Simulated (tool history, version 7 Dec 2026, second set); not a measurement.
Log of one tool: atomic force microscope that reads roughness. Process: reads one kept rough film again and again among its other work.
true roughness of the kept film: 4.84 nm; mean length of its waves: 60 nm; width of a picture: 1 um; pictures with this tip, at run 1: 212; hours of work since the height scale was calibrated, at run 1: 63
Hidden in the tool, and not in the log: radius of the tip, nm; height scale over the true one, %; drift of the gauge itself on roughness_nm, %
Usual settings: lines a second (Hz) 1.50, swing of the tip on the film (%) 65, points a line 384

run     day  lines a second (Hz)  swing of the tip on the film (%)  points a line  pictures with this tip  hours of work since the height scale was calibrated  roughness of the kept film (nm (root mean square))
  1   0.000                 1.50                                65            384                     212                                                   63                                               3.975
      0.108  -- new tip fitted
  2   1.200                 1.50                                65            384                      57                                                   82                                               4.284
  3   2.262                 1.50                                65            384                     114                                                   99                                               4.168
  4   2.900                 1.50                                65            324                     147                                                  109                                               4.095
  5   3.467                 1.50                                65            324                     177                                                  118                                               4.032
      4.217  -- new tip fitted
  6   4.392                 1.50                                65            324                       9                                                  132                                               4.386
  7   5.608                 1.50                                65            324                      74                                                  152                                               4.257
  8   6.408                 1.50                                65            324                     116                                                  164                                               4.144
  9   7.438                 1.26                                65            384                     170                                                  181                                               4.065
      8.325  -- new tip fitted
 10   8.571                 3.07                                65            384                      13                                                  198                                               4.178
 11   9.750                 3.07                                65            384                      76                                                  217                                               4.050
 12  10.800                 1.50                                77            384                     131                                                  233                                               3.906
 13  11.762                 1.50                                77            384                     182                                                  249                                               3.807
 14  12.329                 1.50                                65            598                     212                                                  258                                               3.940
     12.442  -- new tip fitted
 15  13.550                 1.50                                73            384                      59                                                  277                                               4.145
 16  14.621                 1.50                                73            384                     115                                                  294                                               4.042
 17  15.592                 1.50                                73            384                     167                                                  309                                               3.910
 18  16.158                 1.50                                73            384                     197                                                  318                                               3.874
     16.533  -- new tip fitted
 19  17.308                 1.50                                73            384                      41                                                  336                                               4.231
 20  18.121                 1.50                                73            384                      84                                                  349                                               4.056
 21  18.862                 1.50                                73            384                     123                                                  360                                               4.026
 22  19.404                 1.50                                73            384                     152                                                  369                                               3.961
 23  20.379                 1.50                                65            384                     203                                                  384                                               3.942
     20.712  -- new tip fitted
 24  21.308                 0.77                                72            811                      31                                                  399                                               4.380
 25  21.992                 0.77                                72            811                      67                                                  410                                               4.283
 26  22.779                 0.77                                72            811                     109                                                  422                                               4.168
 27  23.958                 0.75                                89            278                     171                                                  441                                               3.861
     24.917  -- new tip fitted
 28  25.000                 0.75                                89            278                       4                                                  457                                               4.192
 29  25.554                 0.84                                69            327                      34                                                  466                                               4.353
 30  26.688                 0.76                                75            660                      94                                                  484                                               4.182
     26.792  -- height scale calibrated on a step standard
 31  28.008                 2.12                                72            660                     162                                                   19                                               3.800
 32  28.883                 1.50                                65            486                     208                                                   33                                               3.935
     29.075  -- new tip fitted
 33  29.808                 0.60                                81            948                      39                                                   47                                               4.278
 34  30.642                 1.61                                62           1012                      83                                                   61                                               4.192
 35  31.508                 1.61                                63            806                     129                                                   74                                               4.060
 36  32.083                 0.95                                65            384                     159                                                   83                                               4.084
 37  32.938                 0.95                                65            384                     204                                                   97                                               3.991
     33.171  -- new tip fitted
     33.925  -- height scale calibrated on a step standard, once more
 38  34.208                 0.95                                65            384                      52                                                    4                                               4.340
 39  34.858                 2.77                                65            644                      87                                                   15                                               4.078
 40  36.025                 2.77                                65            644                     149                                                   33                                               3.923
 41  36.775                 0.54                                80            284                     188                                                   45                                               4.027
     37.362  -- new tip fitted
 42  37.546                 0.54                                80            284                      10                                                   57                                               4.408
 43  38.425                 2.69                                75            468                      56                                                   71                                               3.882
 44  38.979                 1.76                                60            836                      86                                                   80                                               4.253
 45  39.904                 3.70                                65            357                     135                                                   94                                               3.856

4 ways to go on from here, each from the tool as it stands after run 45. What would each give?
  A  40.942                 1.16                                56            384                     190                                                  111                                                   ?
  B  40.942                 2.72                                78            728                     190                                                  111                                                   ?
  C  40.942                 3.70                                60            633                     190                                                  111                                                   ?
  D  40.942                 1.50                                65            287                     190                                                  111                                                   ?

run  roughness of the kept film (nm (root mean square))
  A                                               4.111
  B                                               3.527
  C                                               3.819
  D                                               3.996
Without the tool's hidden state the same runs would have given:
run  roughness of the kept film (nm (root mean square))
  A                                               4.576
  B                                               3.927
  C                                               4.251
  D                                               4.448

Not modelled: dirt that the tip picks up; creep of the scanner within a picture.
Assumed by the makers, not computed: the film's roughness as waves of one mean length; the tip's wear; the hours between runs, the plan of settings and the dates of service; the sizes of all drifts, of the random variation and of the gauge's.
